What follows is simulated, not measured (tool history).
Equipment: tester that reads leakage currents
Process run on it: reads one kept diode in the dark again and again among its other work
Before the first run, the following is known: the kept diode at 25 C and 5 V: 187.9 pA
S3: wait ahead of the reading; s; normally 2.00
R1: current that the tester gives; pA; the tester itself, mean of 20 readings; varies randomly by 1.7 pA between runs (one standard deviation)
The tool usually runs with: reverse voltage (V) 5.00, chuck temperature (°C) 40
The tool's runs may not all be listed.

{"run": 1, "hour": 0.0, "reverse voltage (V)": 5.0, "chuck temperature (°C)": 40, "S3": 2.0, "R1": 564.76}
{"run": 2, "hour": 26.2, "reverse voltage (V)": 5.0, "chuck temperature (°C)": 40, "S3": 2.0, "R1": 561.84}
{"run": 3, "hour": 51.7, "reverse voltage (V)": 5.0, "chuck temperature (°C)": 40, "S3": 2.0, "R1": 565.62}
{"run": 4, "hour": 77.3, "reverse voltage (V)": 5.0, "chuck temperature (°C)": 40, "S3": 2.0, "R1": 560.48}
{"run": 5, "hour": 108.3, "reverse voltage (V)": 5.0, "chuck temperature (°C)": 40, "S3": 2.0, "R1": 559.26}
{"run": 6, "hour": 144.8, "reverse voltage (V)": 5.0, "chuck temperature (°C)": 40, "S3": 2.22, "R1": 560.43}
{"run": 7, "hour": 186.8, "reverse voltage (V)": 5.48, "chuck temperature (°C)": 40, "S3": 2.22, "R1": 588.25}
{"run": 8, "hour": 219.4, "reverse voltage (V)": 5.48, "chuck temperature (°C)": 40, "S3": 2.22, "R1": 590.48}
{"run": 9, "hour": 263.6, "reverse voltage (V)": 9.25, "chuck temperature (°C)": 40, "S3": 2.0, "R1": 755.71}
{"run": 10, "hour": 294.1, "reverse voltage (V)": 9.25, "chuck temperature (°C)": 40, "S3": 2.0, "R1": 760.3}
{"run": 11, "hour": 315.5, "reverse voltage (V)": 9.25, "chuck temperature (°C)": 40, "S3": 2.0, "R1": 756.83}
{"run": 12, "hour": 358.7, "reverse voltage (V)": 5.0, "chuck temperature (°C)": 37, "S3": 2.0, "R1": 451.46}
{"run": 13, "hour": 376.6, "reverse voltage (V)": 5.0, "chuck temperature (°C)": 37, "S3": 2.0, "R1": 449.61}
{"run": 14, "hour": 417.0, "reverse voltage (V)": 5.0, "chuck temperature (°C)": 40, "S3": 2.0, "R1": 561.69}
{"run": 15, "hour": 437.8, "reverse voltage (V)": 5.0, "chuck temperature (°C)": 25, "S3": 2.0, "R1": 184.03}
{"run": 16, "hour": 469.4, "reverse voltage (V)": 8.42, "chuck temperature (°C)": 34, "S3": 2.0, "R1": 469.7}

Predict the results of run 17:
{"run": 17, "hour": 508.5, "reverse voltage (V)": 9.97, "chuck temperature (°C)": 26, "S3": 3.65, "R1": "?"}

{"run 17": {"R1": 279.13}}
If the tool had no hidden condition, the same run with the same run-to-run variation would have returned R1 286.44 pA.
